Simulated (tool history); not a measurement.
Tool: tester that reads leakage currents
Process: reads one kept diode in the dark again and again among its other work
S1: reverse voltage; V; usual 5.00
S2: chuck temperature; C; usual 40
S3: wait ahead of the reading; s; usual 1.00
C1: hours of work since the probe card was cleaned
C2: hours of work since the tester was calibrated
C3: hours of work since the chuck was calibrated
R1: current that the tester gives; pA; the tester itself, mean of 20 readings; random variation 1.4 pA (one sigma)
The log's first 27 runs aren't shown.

run	hour	S1	S2	S3	C1	C2	C3	R1
28	3093.3	5.00	29	1.00	1289	387	424	228.27
29	3170.2	5.00	29	1.00	1345	444	481	227.03
30	3257.0	5.00	32	1.00	1409	508	545	281.20
31	3361.9	15.39	40	3.81	1486	585	622	717.12
32	3512.0	15.39	29	3.81	1597	695	733	340.03
# hour 3553.2: probe card cleaned and baked
33	3594.3	11.02	53	1.16	30	754	791	1440.25
# hour 3652.1: chuck's temperature calibrated
34	3731.4	13.59	21	1.95	130	853	58	183.93
35	3853.5	13.59	21	1.95	220	943	148	182.63
36	4010.0	1.10	36	0.79	335	1059	264	214.45
37	4120.2	1.81	40	3.20	416	1140	345	332.92
38	4265.4	1.81	40	3.20	523	1247	452	334.58
39	4433.9	3.23	54	1.00	647	1371	576	985.79

4 ways to go on from here, each from the tool as it stands after run 39. What would each give?
A	4540.6	9.40	54	1.00	726	1450	655	?
B	4540.6	1.55	38	0.58	726	1450	655	?
C	4540.6	6.08	26	2.55	726	1450	655	?
D	4540.6	4.58	38	1.00	726	1450	655	?

run	R1
A	1446.50
B	276.94
C	196.72
D	408.47
Without the tool's hidden state the same runs would have given:
run	R1
A	1447.81
B	277.22
C	196.90
D	408.86
